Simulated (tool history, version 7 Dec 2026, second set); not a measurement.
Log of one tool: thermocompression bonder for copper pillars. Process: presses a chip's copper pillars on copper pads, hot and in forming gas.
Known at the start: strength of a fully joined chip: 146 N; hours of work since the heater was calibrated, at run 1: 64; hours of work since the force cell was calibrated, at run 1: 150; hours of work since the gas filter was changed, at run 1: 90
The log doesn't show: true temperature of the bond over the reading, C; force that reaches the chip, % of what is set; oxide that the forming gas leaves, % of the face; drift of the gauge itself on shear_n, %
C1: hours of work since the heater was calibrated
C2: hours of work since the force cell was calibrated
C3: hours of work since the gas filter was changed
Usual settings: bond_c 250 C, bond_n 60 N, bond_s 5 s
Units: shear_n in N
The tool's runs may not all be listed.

run 1 hour=0.0 | bond_c=250 bond_n=60 bond_s=5 | C1=64 C2=150 C3=90 | shear_n=60.1
run 2 hour=36.3 | bond_c=250 bond_n=60 bond_s=5 | C1=79 C2=164 C3=105 | shear_n=59.3
run 3 hour=79.1 | bond_c=250 bond_n=60 bond_s=9 | C1=96 C2=182 C3=122 | shear_n=73.0
run 4 hour=125.7 | bond_c=258 bond_n=60 bond_s=5 | C1=115 C2=201 C3=141 | shear_n=65.3
-- hour=151.9 forming gas filter changed
run 5 hour=158.7 | bond_c=250 bond_n=50 bond_s=5 | C1=128 C2=214 C3=3 | shear_n=57.1
run 6 hour=209.5 | bond_c=250 bond_n=50 bond_s=5 | C1=149 C2=235 C3=23 | shear_n=56.1
run 7 hour=237.1 | bond_c=250 bond_n=60 bond_s=5 | C1=160 C2=246 C3=35 | shear_n=63.3
run 8 hour=290.2 | bond_c=250 bond_n=60 bond_s=5 | C1=182 C2=268 C3=56 | shear_n=62.6
run 9 hour=332.5 | bond_c=250 bond_n=60 bond_s=5 | C1=199 C2=285 C3=73 | shear_n=63.3
run 10 hour=360.8 | bond_c=250 bond_n=60 bond_s=5 | C1=211 C2=296 C3=85 | shear_n=63.6
run 11 hour=396.0 | bond_c=258 bond_n=60 bond_s=5 | C1=225 C2=311 C3=99 | shear_n=69.8
run 12 hour=440.9 | bond_c=250 bond_n=60 bond_s=14 | C1=243 C2=329 C3=118 | shear_n=86.2
run 13 hour=467.0 | bond_c=250 bond_n=60 bond_s=14 | C1=254 C2=339 C3=128 | shear_n=86.7
run 14 hour=503.9 | bond_c=250 bond_n=47 bond_s=14 | C1=269 C2=354 C3=143 | shear_n=76.6
-- hour=523.6 forming gas filter changed
run 15 hour=539.4 | bond_c=250 bond_n=60 bond_s=5 | C1=283 C2=369 C3=6 | shear_n=66.3
run 16 hour=589.7 | bond_c=250 bond_n=60 bond_s=13 | C1=303 C2=389 C3=27 | shear_n=90.6
run 17 hour=640.8 | bond_c=250 bond_n=60 bond_s=13 | C1=324 C2=410 C3=48 | shear_n=90.7
run 18 hour=670.5 | bond_c=252 bond_n=60 bond_s=13 | C1=336 C2=422 C3=60 | shear_n=91.8
run 19 hour=699.0 | bond_c=252 bond_n=60 bond_s=13 | C1=348 C2=434 C3=71 | shear_n=91.3
run 20 hour=746.7 | bond_c=252 bond_n=60 bond_s=13 | C1=367 C2=453 C3=91 | shear_n=90.6
run 21 hour=799.2 | bond_c=250 bond_n=60 bond_s=6 | C1=389 C2=474 C3=112 | shear_n=68.7
run 22 hour=823.1 | bond_c=250 bond_n=58 bond_s=7 | C1=398 C2=484 C3=122 | shear_n=70.4
run 23 hour=871.3 | bond_c=250 bond_n=58 bond_s=7 | C1=418 C2=504 C3=141 | shear_n=70.3
-- hour=895.7 forming gas filter changed
run 24 hour=919.6 | bond_c=250 bond_n=39 bond_s=9 | C1=437 C2=523 C3=10 | shear_n=64.2
run 25 hour=951.6 | bond_c=250 bond_n=49 bond_s=9 | C1=450 C2=536 C3=23 | shear_n=73.1
run 26 hour=985.1 | bond_c=255 bond_n=48 bond_s=6 | C1=464 C2=550 C3=36 | shear_n=66.9
run 27 hour=1018.1 | bond_c=246 bond_n=85 bond_s=6 | C1=477 C2=563 C3=50 | shear_n=82.9
run 28 hour=1057.5 | bond_c=247 bond_n=42 bond_s=5 | C1=493 C2=579 C3=66 | shear_n=51.0
run 29 hour=1103.8 | bond_c=247 bond_n=42 bond_s=5 | C1=512 C2=598 C3=85 | shear_n=50.6
-- hour=1149.7 heater calibrated with a thermocouple chip
run 30 hour=1149.7 | bond_c=247 bond_n=42 bond_s=5 | C1=0 C2=616 C3=103 | shear_n=43.3
run 31 hour=1177.6 | bond_c=250 bond_n=52 bond_s=13 | C1=11 C2=627 C3=114 | shear_n=75.1
run 32 hour=1207.8 | bond_c=250 bond_n=52 bond_s=13 | C1=24 C2=640 C3=126 | shear_n=74.3
run 33 hour=1253.8 | bond_c=271 bond_n=40 bond_s=6 | C1=42 C2=658 C3=145 | shear_n=62.2
-- hour=1269.7 forming gas filter changed
run 34 hour=1285.9 | bond_c=271 bond_n=40 bond_s=6 | C1=55 C2=671 C3=7 | shear_n=67.3
run 35 hour=1333.4 | bond_c=271 bond_n=40 bond_s=6 | C1=75 C2=690 C3=26 | shear_n=66.8
run 36 hour=1370.9 | bond_c=271 bond_n=40 bond_s=6 | C1=90 C2=706 C3=41 | shear_n=67.1
run 37 hour=1406.3 | bond_c=273 bond_n=71 bond_s=5 | C1=104 C2=720 C3=56 | shear_n=88.5
run 38 hour=1454.2 | bond_c=273 bond_n=71 bond_s=5 | C1=124 C2=740 C3=75 | shear_n=88.1
run 39 hour=1481.6 | bond_c=273 bond_n=71 bond_s=5 | C1=135 C2=751 C3=86 | shear_n=87.9
run 40 hour=1518.9 | bond_c=273 bond_n=71 bond_s=5 | C1=150 C2=766 C3=101 | shear_n=88.5

How the hidden state differs across the entries between the runs, from the last listed run before each to the first after it:
Between runs 4 and 5: forming gas filter changed (hour 151.9)
  true temperature of the bond over the reading, C: 2.5 -> 2.8; force that reaches the chip, % of what is set: 99.4 -> 99.3; oxide that the forming gas leaves, % of the face: 7.46 -> 0.76
  measured less the result without the state, shear_n: -3.0 -> +1.9 N
Between runs 14 and 15: forming gas filter changed (hour 523.6)
  true temperature of the bond over the reading, C: 5.4 -> 5.7; force that reaches the chip, % of what is set: 99.1 -> 99; oxide that the forming gas leaves, % of the face: 7.26 -> 0.83
  measured less the result without the state, shear_n: -0.6 -> +4.4 N
Between runs 23 and 24: forming gas filter changed (hour 895.7)
  true temperature of the bond over the reading, C: 8.3 -> 8.6; force that reaches the chip, % of what is set: 98.8 -> 98.7; oxide that the forming gas leaves, % of the face: 7.1 -> 1.06
  measured less the result without the state, shear_n: +2.1 -> +6.5 N
Between runs 29 and 30: heater calibrated with a thermocouple chip (hour 1149.7)
  true temperature of the bond over the reading, C: 10.1 -> 0.2; force that reaches the chip, % of what is set: 98.6 -> 98.5; oxide that the forming gas leaves, % of the face: 4.53 -> 5.43
  measured less the result without the state, shear_n: +4.8 -> -2.6 N
Between runs 33 and 34: forming gas filter changed (hour 1269.7)
  true temperature of the bond over the reading, C: 1 -> 1.3; force that reaches the chip, % of what is set: 98.5 -> 98.4; oxide that the forming gas leaves, % of the face: 7.37 -> 0.94
  measured less the result without the state, shear_n: -4.4 -> +0.1 N

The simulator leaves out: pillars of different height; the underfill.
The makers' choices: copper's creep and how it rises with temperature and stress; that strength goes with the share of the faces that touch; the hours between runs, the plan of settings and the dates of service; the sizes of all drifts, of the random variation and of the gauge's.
